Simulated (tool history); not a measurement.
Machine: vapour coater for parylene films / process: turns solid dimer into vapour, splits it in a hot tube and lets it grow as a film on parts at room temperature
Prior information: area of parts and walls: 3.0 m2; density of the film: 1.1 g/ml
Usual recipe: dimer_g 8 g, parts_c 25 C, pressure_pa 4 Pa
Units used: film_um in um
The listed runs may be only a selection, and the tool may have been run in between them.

| run | hour | dimer_g | parts_c | pressure_pa | film_um |
|---|---|---|---|---|---|
| 1 | 0 | 8 | 25 | 4 | 1.66 |
| 2 | 17 | 8 | 25 | 4 | 1.64 |
| 3 | 26.6 | 8 | 25 | 4 | 1.64 |
| 4 | 40.9 | 8 | 25 | 4 | 1.63 |
| 5 | 48.7 | 8 | 25 | 4 | 1.63 |
| 6 | 62.6 | 8 | 25 | 4 | 1.65 |
| 7 | 74.1 | 8 | 25 | 4 | 1.64 |
| 8 | 82.4 | 8 | 25 | 4 | 1.61 |
| 9 | 96.5 | 8 | 28 | 4 | 1.49 |
| 10 | 111.2 | 13 | 25 | 4 | 2.63 |
| 11 | 127 | 5 | 25 | 4 | 1.01 |
| 12 | 141.5 | 8 | 34 | 4 | 1.22 |
| 13 | 152 | 8 | 25 | 4 | 1.61 |
| 14 | 161.6 | 8 | 25 | 4 | 1.62 |
| 15 | 171.3 | 8 | 25 | 4 | 1.6 |
| 16 | 183.5 | 8 | 25 | 4 | 1.61 |
| 17 | 198.7 | 8 | 25 | 4 | 1.58 |
| 18 | 214.3 | 8 | 25 | 4 | 1.59 |
| 19 | 225.7 | 8 | 22 | 4 | 1.73 |
| 20 | 242.3 | 6 | 18 | 4 | 1.47 |
| 21 | 249.7 | 6 | 31 | 7.9 | 0.88 |
| 22 | 262.1 | 11 | 31 | 3.7 | 1.82 |
| 23 | 272.8 | 3 | 20 | 8.9 | 0.61 |
| 24 | 286.8 | 4 | 18 | 2.23 | 1.06 |
| 25 | 300.5 | 4 | 18 | 2.23 | 1.05 |
| 26 | 310.1 | 4 | 20 | 6.37 | 0.85 |
| 27 | 321.5 | 4 | 20 | 6.37 | 0.84 |
| 28 | 328.8 | 4 | 20 | 9.16 | 0.81 |
| 29 | 345.1 | 8 | 28 | 4 | 1.41 |
| 30 | 355.8 | 5 | 25 | 4 | 0.98 |
| 31 | 371 | 4 | 18 | 2.9 | 0.99 |
| 32 | 378.1 | 4 | 22 | 4.01 | 0.84 |
| 33 | 388.6 | 7 | 32 | 4.93 | 1.05 |
| 34 | 396.5 | 14 | 20 | 2.28 | 3.44 |
| 35 | 407.2 | 9 | 18 | 2.12 | 2.34 |
| 36 | 418.6 | 9 | 18 | 2.12 | 2.32 |
|  | 428.9 | trap's valve overhauled |
| 37 | 435.9 | 3 | 25 | 4 | 0.66 |

Selected run-to-run steps in film_um, each split into two signed amounts: the part the tool would show with no hidden state at all (from settings, incoming material and random variation), and the remainder, which goes to the hidden state together with any gauge scatter not common to the measured and the hidden-state-free results:
Hidden state present: vapour lost through the trap's worn valve, %; true temperature of the parts over the reading, C; drift of the gauge itself on film_um, %.
Run 10 -> 11: dimer_g 13 -> 5. film_um -1.62 um: hidden state +0.16, all else -1.78.
Run 33 -> 34: dimer_g 7 -> 14, parts_c 32 -> 20, pressure_pa 4.93 -> 2.28. film_um +2.39 um: hidden state -0.36, all else +2.75.
Run 34 -> 35: dimer_g 14 -> 9, parts_c 20 -> 18, pressure_pa 2.28 -> 2.12. film_um -1.1 um: hidden state +0.18, all else -1.28.
Run 36 -> 37: dimer_g 9 -> 3, parts_c 18 -> 25, pressure_pa 2.12 -> 4, trap's valve overhauled. film_um -1.66 um: hidden state +0.34, all else -2.

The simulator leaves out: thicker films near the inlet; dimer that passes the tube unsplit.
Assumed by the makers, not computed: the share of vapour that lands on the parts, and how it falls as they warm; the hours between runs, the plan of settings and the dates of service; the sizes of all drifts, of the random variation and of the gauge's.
